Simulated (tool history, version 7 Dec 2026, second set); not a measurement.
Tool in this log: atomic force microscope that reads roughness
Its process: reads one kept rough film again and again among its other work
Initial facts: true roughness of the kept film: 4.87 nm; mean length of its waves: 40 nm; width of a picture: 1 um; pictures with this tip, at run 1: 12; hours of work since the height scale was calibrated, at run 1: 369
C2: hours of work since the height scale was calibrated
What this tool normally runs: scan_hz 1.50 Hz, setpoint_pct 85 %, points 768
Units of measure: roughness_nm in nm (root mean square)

Run 1, day 0.000: usual settings; pictures with this tip 12; C2 369. Result: roughness_nm 4.007 nm (root mean square).
Run 2, day 0.438: usual settings but points 731; pictures with this tip 28; C2 375. Result: roughness_nm 4.002 nm (root mean square).
Run 3, day 1.129: usual settings but scan_hz 2.91 Hz; pictures with this tip 52; C2 384. Result: roughness_nm 3.639 nm (root mean square).
Run 4, day 1.496: usual settings but scan_hz 2.91 Hz; pictures with this tip 65; C2 389. Result: roughness_nm 3.635 nm (root mean square).
Run 5, day 2.042: usual settings but scan_hz 2.91 Hz; pictures with this tip 85; C2 396. Result: roughness_nm 3.628 nm (root mean square).
Run 6, day 2.329: usual settings; pictures with this tip 95; C2 400. Result: roughness_nm 4.004 nm (root mean square).
Run 7, day 2.892: usual settings but scan_hz 1.89 Hz, setpoint_pct 74 %, points 383; pictures with this tip 115; C2 408. Result: roughness_nm 4.108 nm (root mean square).

What will run 8 give?
Run 8, day 3.546: usual settings but scan_hz 0.69 Hz, setpoint_pct 77 %, points 443; pictures with this tip 138; C2 417. Result: roughness_nm ?.

{"run 8": {"roughness_nm": 4.34}}
Had the tool carried no hidden state, the very same run would have given roughness_nm 4.348 nm (root mean square).
